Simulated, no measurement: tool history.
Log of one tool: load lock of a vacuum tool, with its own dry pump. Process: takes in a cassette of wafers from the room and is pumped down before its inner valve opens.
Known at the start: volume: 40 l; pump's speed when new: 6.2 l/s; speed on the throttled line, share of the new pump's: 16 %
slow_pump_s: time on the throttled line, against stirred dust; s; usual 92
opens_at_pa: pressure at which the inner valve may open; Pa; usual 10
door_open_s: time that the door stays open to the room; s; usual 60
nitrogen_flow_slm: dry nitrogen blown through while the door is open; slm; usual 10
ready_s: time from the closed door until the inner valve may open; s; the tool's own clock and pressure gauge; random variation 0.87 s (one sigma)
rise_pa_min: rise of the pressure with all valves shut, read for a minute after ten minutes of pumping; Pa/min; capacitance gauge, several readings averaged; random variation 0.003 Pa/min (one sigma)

run	day	slow_pump_s	opens_at_pa	door_open_s	nitrogen_flow_slm	incoming humidity of the room's air, %	ready_s	rise_pa_min
1	0.000	92	10	60	10	46.8	138.6	0.121
2	6.558	92	10	60	10	43.3	139.6	0.126
3	12.296	92	10	60	10	44.9	138.7	0.128
4	16.617	92	10	60	10	47.0	140.7	0.136
5	22.804	92	10	60	10	44.7	137.6	0.136
6	30.208	92	10	60	10	43.2	138.6	0.142
7	38.096	92	10	60	10	44.5	140.7	0.152
8	41.942	92	10	60	10	43.3	138.9	0.156
9	47.812	92	10	60	10	44.4	140.6	0.161
10	51.496	92	10	60	10	46.6	138.9	0.173
11	57.946	92	10	60	10	43.8	140.3	0.171
12	63.496	92	10	60	10	47.2	139.4	0.179
13	71.438	92	10	35	5	43.5	138.3	0.177
14	75.662	175	8	33	15	43.3	209.4	0.177
15	80.271	175	13	33	13	44.4	204.7	0.180
16	85.929	175	13	33	5	43.1	206.0	0.188
17	90.429	77	19	233	5	45.7	122.0	0.249
18	98.500	77	19	233	5	45.7	123.5	0.249
19	105.708	77	19	233	5	43.9	123.4	0.250
20	109.267	77	19	233	5	44.4	123.2	0.258
21	113.462	77	19	112	6	48.7	122.7	0.246
22	121.200	152	7	112	6	45.4	192.3	0.255
23	126.633	70	9	51	16	44.1	121.8	0.230

Forecast each of these 4 alternatives for the next run:
A	131.467	57	9	51	16	44.8	?	?
B	131.467	146	14	62	16	44.2	?	?
C	131.467	92	9	45	10	45.1	?	?
D	131.467	89	10	197	5	43.9	?	?

run	ready_s	rise_pa_min
A	111.7	0.240
B	182.9	0.243
C	142.3	0.241
D	137.8	0.273
Without the tool's hidden state the same runs would have given:
run	ready_s	rise_pa_min
A	107.6	0.021
B	180.2	0.023
C	138.7	0.027
D	134.2	0.060
